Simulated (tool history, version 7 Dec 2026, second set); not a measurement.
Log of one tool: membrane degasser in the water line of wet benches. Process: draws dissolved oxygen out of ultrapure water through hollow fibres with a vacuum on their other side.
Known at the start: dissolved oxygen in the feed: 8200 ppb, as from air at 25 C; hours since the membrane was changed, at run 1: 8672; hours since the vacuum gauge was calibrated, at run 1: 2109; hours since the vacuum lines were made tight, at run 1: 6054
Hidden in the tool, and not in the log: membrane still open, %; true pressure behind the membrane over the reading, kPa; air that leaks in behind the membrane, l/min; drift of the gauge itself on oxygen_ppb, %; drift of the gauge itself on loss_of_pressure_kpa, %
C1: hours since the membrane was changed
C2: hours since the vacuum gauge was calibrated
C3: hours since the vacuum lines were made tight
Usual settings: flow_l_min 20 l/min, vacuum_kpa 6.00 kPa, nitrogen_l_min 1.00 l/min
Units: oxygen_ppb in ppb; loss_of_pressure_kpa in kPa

Run 1, day 0.000: usual settings; C1 8672; C2 2109; C3 6054. Result: oxygen_ppb 202.7 ppb, loss_of_pressure_kpa 36.07 kPa.
Run 2, day 7.312: usual settings; C1 8848; C2 2284; C3 6229. Result: oxygen_ppb 205.8 ppb, loss_of_pressure_kpa 36.38 kPa.
At day 15.383: seals of the vacuum lines changed.
Run 3, day 18.850: usual settings but nitrogen_l_min 0.43 l/min; C1 9123; C2 2559; C3 83. Result: oxygen_ppb 329.1 ppb, loss_of_pressure_kpa 36.54 kPa.
Run 4, day 26.833: usual settings but nitrogen_l_min 0.43 l/min; C1 9314; C2 2751; C3 275. Result: oxygen_ppb 330.6 ppb, loss_of_pressure_kpa 36.40 kPa.
Run 5, day 34.267: usual settings but nitrogen_l_min 0.43 l/min; C1 9493; C2 2929; C3 453. Result: oxygen_ppb 332.6 ppb, loss_of_pressure_kpa 36.32 kPa.
Run 6, day 41.842: usual settings but nitrogen_l_min 0.43 l/min; C1 9674; C2 3111; C3 635. Result: oxygen_ppb 334.5 ppb, loss_of_pressure_kpa 36.60 kPa.
Run 7, day 48.817: usual settings but nitrogen_l_min 0.43 l/min; C1 9842; C2 3278; C3 802. Result: oxygen_ppb 333.7 ppb, loss_of_pressure_kpa 36.57 kPa.
Run 8, day 56.854: usual settings but flow_l_min 21 l/min, nitrogen_l_min 0.43 l/min; C1 10035; C2 3471; C3 995. Result: oxygen_ppb 346.4 ppb, loss_of_pressure_kpa 38.49 kPa.
Run 9, day 66.733: usual settings; C1 10272; C2 3708; C3 1232. Result: oxygen_ppb 206.5 ppb, loss_of_pressure_kpa 36.62 kPa.
Run 10, day 75.658: usual settings; C1 10486; C2 3922; C3 1447. Result: oxygen_ppb 206.4 ppb, loss_of_pressure_kpa 36.95 kPa.
Run 11, day 81.288: usual settings; C1 10621; C2 4057; C3 1582. Result: oxygen_ppb 208.6 ppb, loss_of_pressure_kpa 36.71 kPa.
At day 87.825: membrane cartridge changed.
Run 12, day 90.079: usual settings but vacuum_kpa 13.10 kPa; C1 54; C2 4264; C3 1789. Result: oxygen_ppb 476.8 ppb, loss_of_pressure_kpa 33.68 kPa.
Run 13, day 94.796: usual settings but flow_l_min 16 l/min; C1 167; C2 4378; C3 1902. Result: oxygen_ppb 136.1 ppb, loss_of_pressure_kpa 26.84 kPa.
Run 14, day 102.746: usual settings but flow_l_min 16 l/min; C1 358; C2 4568; C3 2093. Result: oxygen_ppb 137.7 ppb, loss_of_pressure_kpa 27.00 kPa.
Run 15, day 109.958: usual settings; C1 531; C2 4742; C3 2266. Result: oxygen_ppb 184.6 ppb, loss_of_pressure_kpa 33.92 kPa.
Run 16, day 119.829: usual settings; C1 768; C2 4978; C3 2503. Result: oxygen_ppb 181.6 ppb, loss_of_pressure_kpa 33.80 kPa.
Run 17, day 130.308: usual settings but flow_l_min 26 l/min, vacuum_kpa 4.75 kPa, nitrogen_l_min 2.52 l/min; C1 1020; C2 5230; C3 2754. Result: oxygen_ppb 134.0 ppb, loss_of_pressure_kpa 44.22 kPa.
Run 18, day 140.217: usual settings but flow_l_min 15 l/min, vacuum_kpa 4.75 kPa; C1 1257; C2 5468; C3 2992. Result: oxygen_ppb 86.9 ppb, loss_of_pressure_kpa 25.61 kPa.
Run 19, day 148.088: usual settings but vacuum_kpa 6.37 kPa, nitrogen_l_min 0.73 l/min; C1 1446; C2 5657; C3 3181. Result: oxygen_ppb 243.9 ppb, loss_of_pressure_kpa 33.92 kPa.
Run 20, day 152.900: usual settings but flow_l_min 21 l/min, vacuum_kpa 12.59 kPa, nitrogen_l_min 1.93 l/min; C1 1562; C2 5772; C3 3296. Result: oxygen_ppb 300.9 ppb, loss_of_pressure_kpa 35.65 kPa.
Run 21, day 158.167: usual settings but flow_l_min 21 l/min, vacuum_kpa 12.59 kPa, nitrogen_l_min 1.93 l/min; C1 1688; C2 5899; C3 3423. Result: oxygen_ppb 301.5 ppb, loss_of_pressure_kpa 35.64 kPa.
Run 22, day 169.271: usual settings but flow_l_min 31 l/min, vacuum_kpa 12.59 kPa, nitrogen_l_min 0.40 l/min; C1 1955; C2 6165; C3 3689. Result: oxygen_ppb 1236.8 ppb, loss_of_pressure_kpa 52.69 kPa.
Run 23, day 178.867: usual settings but flow_l_min 14 l/min, vacuum_kpa 11.04 kPa, nitrogen_l_min 2.62 l/min; C1 2185; C2 6395; C3 3920. Result: oxygen_ppb 129.2 ppb, loss_of_pressure_kpa 23.97 kPa.
Run 24, day 184.908: usual settings but flow_l_min 19 l/min, vacuum_kpa 9.79 kPa, nitrogen_l_min 1.07 l/min; C1 2330; C2 6540; C3 4065. Result: oxygen_ppb 316.7 ppb, loss_of_pressure_kpa 32.39 kPa.
Run 25, day 193.675: usual settings but flow_l_min 31 l/min, vacuum_kpa 9.79 kPa, nitrogen_l_min 1.07 l/min; C1 2540; C2 6751; C3 4275. Result: oxygen_ppb 533.1 ppb, loss_of_pressure_kpa 53.07 kPa.
Run 26, day 204.329: usual settings but flow_l_min 31 l/min, vacuum_kpa 9.79 kPa, nitrogen_l_min 1.07 l/min; C1 2796; C2 7006; C3 4531. Result: oxygen_ppb 535.9 ppb, loss_of_pressure_kpa 53.25 kPa.
Run 27, day 210.658: usual settings but nitrogen_l_min 0.49 l/min; C1 2948; C2 7158; C3 4683. Result: oxygen_ppb 296.4 ppb, loss_of_pressure_kpa 34.59 kPa.
Run 28, day 220.692: usual settings but flow_l_min 16 l/min, nitrogen_l_min 2.96 l/min; C1 3189; C2 7399; C3 4923. Result: oxygen_ppb 74.3 ppb, loss_of_pressure_kpa 27.54 kPa.
Run 29, day 228.996: usual settings but nitrogen_l_min 1.99 l/min; C1 3388; C2 7598; C3 5123. Result: oxygen_ppb 132.1 ppb, loss_of_pressure_kpa 34.44 kPa.
Run 30, day 234.175: usual settings but flow_l_min 26 l/min, vacuum_kpa 11.34 kPa, nitrogen_l_min 0.70 l/min; C1 3512; C2 7723; C3 5247. Result: oxygen_ppb 680.2 ppb, loss_of_pressure_kpa 44.98 kPa.
Run 31, day 239.079: usual settings but flow_l_min 26 l/min, vacuum_kpa 11.34 kPa, nitrogen_l_min 0.70 l/min; C1 3630; C2 7840; C3 5365. Result: oxygen_ppb 680.3 ppb, loss_of_pressure_kpa 45.14 kPa.

4 ways to go on from here, each from the tool as it stands after run 31. What would each give?
Run A, day 246.038: usual settings but flow_l_min 13 l/min, vacuum_kpa 7.24 kPa, nitrogen_l_min 2.18 l/min; C1 3797; C2 8007; C3 5532. Result: oxygen_ppb ?, loss_of_pressure_kpa ?.
Run B, day 246.038: usual settings but nitrogen_l_min 1.71 l/min; C1 3797; C2 8007; C3 5532. Result: oxygen_ppb ?, loss_of_pressure_kpa ?.
Run C, day 246.038: usual settings but flow_l_min 25 l/min, vacuum_kpa 11.34 kPa, nitrogen_l_min 0.70 l/min; C1 3797; C2 8007; C3 5532. Result: oxygen_ppb ?, loss_of_pressure_kpa ?.
Run D, day 246.038: usual settings but flow_l_min 14 l/min, vacuum_kpa 8.40 kPa, nitrogen_l_min 0.56 l/min; C1 3797; C2 8007; C3 5532. Result: oxygen_ppb ?, loss_of_pressure_kpa ?.

run  oxygen_ppb  loss_of_pressure_kpa
  A        83.8                 22.41
  B       144.4                 34.47
  C       665.1                 43.51
  D       312.6                 24.28
Without the tool's hidden state the same runs would have given:
run  oxygen_ppb  loss_of_pressure_kpa
  A        75.2                 21.64
  B       127.9                 33.29
  C       637.0                 42.04
  D       294.2                 23.46
